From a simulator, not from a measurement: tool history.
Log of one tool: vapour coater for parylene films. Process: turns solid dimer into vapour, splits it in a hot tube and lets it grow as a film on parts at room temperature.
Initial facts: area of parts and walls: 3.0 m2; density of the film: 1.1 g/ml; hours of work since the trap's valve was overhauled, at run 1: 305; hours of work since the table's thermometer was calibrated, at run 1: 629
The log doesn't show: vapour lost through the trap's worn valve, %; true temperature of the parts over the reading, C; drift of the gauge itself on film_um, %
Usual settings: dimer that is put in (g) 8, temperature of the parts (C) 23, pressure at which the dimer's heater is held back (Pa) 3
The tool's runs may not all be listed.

run	hour	dimer that is put in (g)	temperature of the parts (C)	pressure at which the dimer's heater is held back (Pa)	hours of work since the trap's valve was overhauled	hours of work since the table's thermometer was calibrated	thickness of the film (nm)
1	0	8	23	3	305	629	1550
2	29.5	8	23	3	331	656	1570
3	65.8	8	23	3	364	688	1550
4	102.5	8	23	3	397	721	1490
5	126	8	23	3	418	742	1480
6	164	8	23	3	452	777	1540
7	194.2	8	23	3	480	804	1550
8	222.1	8	23	3	505	829	1480
9	248.9	8	27	3	529	853	1240
10	280.3	8	27	3	557	881	1260
11	319.9	8	21	3	593	917	1630
12	340.7	8	21	3	611	936	1610
13	367.7	8	23	3.21	636	960	1430
14	405.4	8	23	3.21	670	994	1400
# hour 429.5: trap's valve overhauled
15	439.7	8	23	3.21	9	1021	1520
16	480	8	23	3	45	1057	1560
# hour 497.5: table's thermometer calibrated
17	502.6	8	23	3	65	5	1650
18	535.7	8	23	3	95	34	1600
19	556.8	8	23	3	114	53	1620
20	583.9	14	23	3	138	78	2840
21	614.9	14	23	3	166	106	2800
22	645	8	23	3	193	133	1610
23	668.2	4	23	3	214	154	770
24	698.2	4	23	3	241	181	800
25	727.1	4	23	3	267	207	780
26	770.1	4	23	3	305	245	770
27	789.4	7	23	3	323	263	1380
28	817.8	7	31	3.22	348	288	1000
29	847.9	8	28	4.92	375	315	1160
30	876.7	6	28	2.3	401	341	1000
31	910.5	8	17	8.95	432	372	1700
32	937.2	8	17	2.64	456	396	2050
33	972.7	8	20	8.67	488	428	1490
34	1001.7	8	20	8.67	514	454	1500
35	1025.7	3	20	8.67	535	475	570
36	1067.2	3	20	8.67	573	513	530
37	1097.6	3	20	8.67	600	540	550
38	1137.8	7	20	8.67	636	576	1300
39	1161.1	13	16	2.89	657	597	3250
40	1190.2	13	16	2.89	684	623	3260
# hour 1196.5: trap's valve overhauled
41	1230.2	13	16	2.89	30	656	3460
42	1247.8	5	23	8.71	46	671	870
43	1281.6	6	25	4.72	77	702	1010
44	1305.2	13	19	8.28	98	723	2640
45	1341.5	7	25	3.08	130	756	1220
46	1385	12	17	5.43	170	795	2770

Each run again, without the hidden state but with its own random variation kept:
run	thickness of the film (nm)
1	1660
2	1680
3	1670
4	1620
5	1610
6	1690
7	1700
8	1630
9	1380
10	1400
11	1820
12	1800
13	1620
14	1590
15	1610
16	1660
17	1660
18	1620
19	1640
20	2890
21	2860
22	1650
23	800
24	820
25	810
26	810
27	1450
28	1040
29	1220
30	1060
31	1810
32	2190
33	1610
34	1620
35	610
36	580
37	600
38	1420
39	3580
40	3610
41	3610
42	900
43	1060
44	2790
45	1290
46	2950
